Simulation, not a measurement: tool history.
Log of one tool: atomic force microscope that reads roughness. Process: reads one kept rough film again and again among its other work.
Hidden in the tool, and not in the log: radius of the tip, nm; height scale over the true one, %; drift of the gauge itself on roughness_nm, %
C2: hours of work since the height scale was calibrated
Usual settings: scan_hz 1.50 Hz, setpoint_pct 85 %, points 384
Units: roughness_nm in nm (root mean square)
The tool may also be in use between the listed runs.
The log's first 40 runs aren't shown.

run 41 hour=867.0 | scan_hz=2.94 setpoint_pct=78 points=384 | pictures_with_this_tip=201 C2=333 | roughness_nm=4.392
run 42 hour=892.2 | scan_hz=2.94 setpoint_pct=78 points=384 | pictures_with_this_tip=265 C2=351 | roughness_nm=4.322
-- hour=908.8 new tip fitted
run 43 hour=911.2 | scan_hz=2.94 setpoint_pct=57 points=384 | pictures_with_this_tip=6 C2=364 | roughness_nm=4.983
run 44 hour=930.0 | scan_hz=2.44 setpoint_pct=56 points=308 | pictures_with_this_tip=54 C2=378 | roughness_nm=4.954
run 45 hour=942.8 | scan_hz=2.44 setpoint_pct=56 points=308 | pictures_with_this_tip=87 C2=388 | roughness_nm=4.896
run 46 hour=954.3 | scan_hz=1.50 setpoint_pct=71 points=305 | pictures_with_this_tip=116 C2=396 | roughness_nm=4.798
run 47 hour=981.7 | scan_hz=1.15 setpoint_pct=62 points=958 | pictures_with_this_tip=186 C2=416 | roughness_nm=4.838
run 48 hour=1009.4 | scan_hz=2.22 setpoint_pct=62 points=300 | pictures_with_this_tip=256 C2=436 | roughness_nm=4.619
-- hour=1029.8 new tip fitted
run 49 hour=1035.3 | scan_hz=2.22 setpoint_pct=62 points=300 | pictures_with_this_tip=14 C2=455 | roughness_nm=4.990
run 50 hour=1047.0 | scan_hz=0.60 setpoint_pct=85 points=275 | pictures_with_this_tip=43 C2=463 | roughness_nm=4.958
run 51 hour=1069.6 | scan_hz=0.60 setpoint_pct=79 points=275 | pictures_with_this_tip=101 C2=480 | roughness_nm=4.945

Forecast each of these 5 alternatives for the next run:
run A hour=1085.7 | scan_hz=1.12 setpoint_pct=85 points=384 | pictures_with_this_tip=142 C2=492 | roughness_nm=?
run B hour=1085.7 | scan_hz=1.13 setpoint_pct=79 points=664 | pictures_with_this_tip=142 C2=492 | roughness_nm=?
run C hour=1085.7 | scan_hz=0.82 setpoint_pct=80 points=337 | pictures_with_this_tip=142 C2=492 | roughness_nm=?
run D hour=1085.7 | scan_hz=0.87 setpoint_pct=65 points=325 | pictures_with_this_tip=142 C2=492 | roughness_nm=?
run E hour=1085.7 | scan_hz=2.55 setpoint_pct=62 points=383 | pictures_with_this_tip=142 C2=492 | roughness_nm=?

run=A roughness_nm=4.691
run=B roughness_nm=4.766
run=C roughness_nm=4.805
run=D roughness_nm=4.940
run=E roughness_nm=4.762
Without the tool's hidden state the same runs would have given:
run=A roughness_nm=4.870
run=B roughness_nm=4.948
run=C roughness_nm=4.989
run=D roughness_nm=5.129
run=E roughness_nm=4.945
